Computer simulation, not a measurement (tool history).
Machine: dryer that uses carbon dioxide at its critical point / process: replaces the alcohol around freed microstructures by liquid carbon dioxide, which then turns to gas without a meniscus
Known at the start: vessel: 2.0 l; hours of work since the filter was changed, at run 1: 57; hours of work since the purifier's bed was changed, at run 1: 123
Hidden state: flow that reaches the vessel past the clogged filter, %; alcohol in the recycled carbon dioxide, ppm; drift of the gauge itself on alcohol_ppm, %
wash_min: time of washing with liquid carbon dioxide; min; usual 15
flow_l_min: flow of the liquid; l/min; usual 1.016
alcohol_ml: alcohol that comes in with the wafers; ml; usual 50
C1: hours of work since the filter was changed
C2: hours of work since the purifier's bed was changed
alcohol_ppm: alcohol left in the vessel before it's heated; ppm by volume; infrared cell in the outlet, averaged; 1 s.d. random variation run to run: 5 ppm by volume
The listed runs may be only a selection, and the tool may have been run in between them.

run 1 hour=0.0 | wash_min=15 flow_l_min=1.016 alcohol_ml=50 | C1=57 C2=123 | alcohol_ppm=65
run 2 hour=21.2 | wash_min=15 flow_l_min=1.016 alcohol_ml=50 | C1=68 C2=134 | alcohol_ppm=69
run 3 hour=42.9 | wash_min=13 flow_l_min=1.016 alcohol_ml=50 | C1=79 C2=145 | alcohol_ppm=105
run 4 hour=68.0 | wash_min=17 flow_l_min=1.016 alcohol_ml=50 | C1=92 C2=158 | alcohol_ppm=65
run 5 hour=88.9 | wash_min=15 flow_l_min=1.016 alcohol_ml=50 | C1=102 C2=168 | alcohol_ppm=76
run 6 hour=103.9 | wash_min=15 flow_l_min=1.016 alcohol_ml=50 | C1=110 C2=176 | alcohol_ppm=81
run 7 hour=117.9 | wash_min=15 flow_l_min=1.016 alcohol_ml=50 | C1=117 C2=183 | alcohol_ppm=88
run 8 hour=137.0 | wash_min=15 flow_l_min=1.016 alcohol_ml=50 | C1=126 C2=193 | alcohol_ppm=93
run 9 hour=163.3 | wash_min=15 flow_l_min=0.780 alcohol_ml=50 | C1=140 C2=206 | alcohol_ppm=212
run 10 hour=191.9 | wash_min=13 flow_l_min=1.016 alcohol_ml=50 | C1=154 C2=220 | alcohol_ppm=144
run 11 hour=219.9 | wash_min=15 flow_l_min=1.016 alcohol_ml=50 | C1=168 C2=234 | alcohol_ppm=108
run 12 hour=244.0 | wash_min=15 flow_l_min=1.016 alcohol_ml=50 | C1=180 C2=247 | alcohol_ppm=113
run 13 hour=262.9 | wash_min=10 flow_l_min=1.370 alcohol_ml=37 | C1=190 C2=256 | alcohol_ppm=117
run 14 hour=274.7 | wash_min=18 flow_l_min=1.370 alcohol_ml=92 | C1=196 C2=262 | alcohol_ppm=87
run 15 hour=299.6 | wash_min=15 flow_l_min=1.500 alcohol_ml=67 | C1=208 C2=275 | alcohol_ppm=92
run 16 hour=327.3 | wash_min=17 flow_l_min=0.700 alcohol_ml=24 | C1=222 C2=289 | alcohol_ppm=183
run 17 hour=340.9 | wash_min=17 flow_l_min=0.700 alcohol_ml=37 | C1=229 C2=295 | alcohol_ppm=229
run 18 hour=361.7 | wash_min=11 flow_l_min=1.150 alcohol_ml=113 | C1=240 C2=306 | alcohol_ppm=352
run 19 hour=376.8 | wash_min=21 flow_l_min=1.150 alcohol_ml=113 | C1=247 C2=313 | alcohol_ppm=101
run 20 hour=394.7 | wash_min=14 flow_l_min=0.700 alcohol_ml=113 | C1=256 C2=323 | alcohol_ppm=1195
run 21 hour=413.5 | wash_min=16 flow_l_min=1.360 alcohol_ml=53 | C1=266 C2=332 | alcohol_ppm=107
run 22 hour=441.5 | wash_min=16 flow_l_min=1.360 alcohol_ml=53 | C1=280 C2=346 | alcohol_ppm=103

Forecast each of these 3 alternatives for the next run:
run A hour=465.2 | wash_min=19 flow_l_min=0.890 alcohol_ml=32 | C1=292 C2=358 | alcohol_ppm=?
run B hour=465.2 | wash_min=20 flow_l_min=1.660 alcohol_ml=36 | C1=292 C2=358 | alcohol_ppm=?
run C hour=465.2 | wash_min=24 flow_l_min=0.750 alcohol_ml=117 | C1=292 C2=358 | alcohol_ppm=?

run=A alcohol_ppm=127
run=B alcohol_ppm=116
run=C alcohol_ppm=160
Take away the tool's hidden state, keep each run's random variation, and the runs would have read:
run=A alcohol_ppm=4
run=B alcohol_ppm=11
run=C alcohol_ppm=14
